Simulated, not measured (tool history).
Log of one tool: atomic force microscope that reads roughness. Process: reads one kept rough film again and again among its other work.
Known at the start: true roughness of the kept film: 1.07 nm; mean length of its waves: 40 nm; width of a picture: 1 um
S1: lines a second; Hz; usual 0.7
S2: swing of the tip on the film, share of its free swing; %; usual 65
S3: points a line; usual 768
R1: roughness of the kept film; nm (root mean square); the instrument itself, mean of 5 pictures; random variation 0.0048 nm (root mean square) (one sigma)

run 1 hour=0 | S1=0.7 S2=65 S3=768 | R1=1.039
run 2 hour=9.6 | S1=0.7 S2=65 S3=768 | R1=1.035
run 3 hour=14.8 | S1=0.7 S2=65 S3=301 | R1=1.026
run 4 hour=25.3 | S1=0.7 S2=65 S3=301 | R1=1.032
run 5 hour=36.1 | S1=1.724 S2=65 S3=301 | R1=1.001
run 6 hour=48.3 | S1=3.192 S2=75 S3=998 | R1=0.942
run 7 hour=57.9 | S1=0.7 S2=80 S3=950 | R1=1.018
run 8 hour=66 | S1=0.7 S2=80 S3=950 | R1=1.022
run 9 hour=72.6 | S1=1.218 S2=80 S3=563 | R1=0.987
run 10 hour=82.1 | S1=0.517 S2=78 S3=330 | R1=1.025

Taken out of this log: 1 entry between the listed runs. Where each belongs, and how the hidden state differs across it:
Between runs 9 and 10: new tip fitted (hour 78.6)
  radius of the tip, nm: 6.5 -> 5

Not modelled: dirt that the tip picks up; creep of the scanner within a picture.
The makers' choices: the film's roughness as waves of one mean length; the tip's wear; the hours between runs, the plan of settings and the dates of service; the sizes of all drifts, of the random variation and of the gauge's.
